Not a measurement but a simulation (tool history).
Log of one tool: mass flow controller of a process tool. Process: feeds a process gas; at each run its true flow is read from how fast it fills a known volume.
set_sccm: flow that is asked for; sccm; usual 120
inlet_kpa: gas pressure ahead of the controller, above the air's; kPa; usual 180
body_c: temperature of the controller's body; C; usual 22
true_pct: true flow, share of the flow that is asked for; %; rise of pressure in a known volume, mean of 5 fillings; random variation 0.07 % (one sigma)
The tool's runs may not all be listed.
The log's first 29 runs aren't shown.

run,hour,set_sccm,inlet_kpa,body_c,hours of work since the controller was set to zero,hours of work since the controller was changed,true_pct
30,2021.9,120,222,22,2333,2333,97.02
31,2117,44,265,30,2401,2401,97.24
32,2201.6,36,180,22,2462,2462,96.46
33,2289.7,22,194,37,2525,2525,97.71
34,2385.4,27,142,22,2594,2594,96.27
35,2445.3,27,142,22,2636,2636,96.15
# hour 2476.7: gauge calibrated
36,2487.9,59,236,37,2667,2667,100.26
37,2565.8,118,258,36,2723,2723,100.35
38,2647.3,115,180,25,2781,2781,99.25
39,2693,120,278,22,2814,2814,98.92
40,2774.5,22,159,22,2872,2872,98.34
41,2815.8,49,140,23,2902,2902,98.53
42,2866,135,193,26,2938,2938,99.28
43,2960.8,135,193,26,3006,3006,99.15
44,3051.7,135,149,26,3071,3071,99.25
45,3101.8,135,149,26,3107,3107,99.16
46,3192.3,154,149,26,3172,3172,99.18
47,3239.6,154,271,26,3206,3206,98.85
48,3320.1,41,171,22,3263,3263,97.72

Forecast each of these 3 alternatives for the next run:
A,3404.6,157,272,22,3324,3324,?
B,3404.6,73,174,21,3324,3324,?
C,3404.6,41,220,23,3324,3324,?

run,true_pct
A,98.33
B,97.81
C,97.68
Without the tool's hidden state the same runs would have given:
run,true_pct
A,99.29
B,98.77
C,98.64
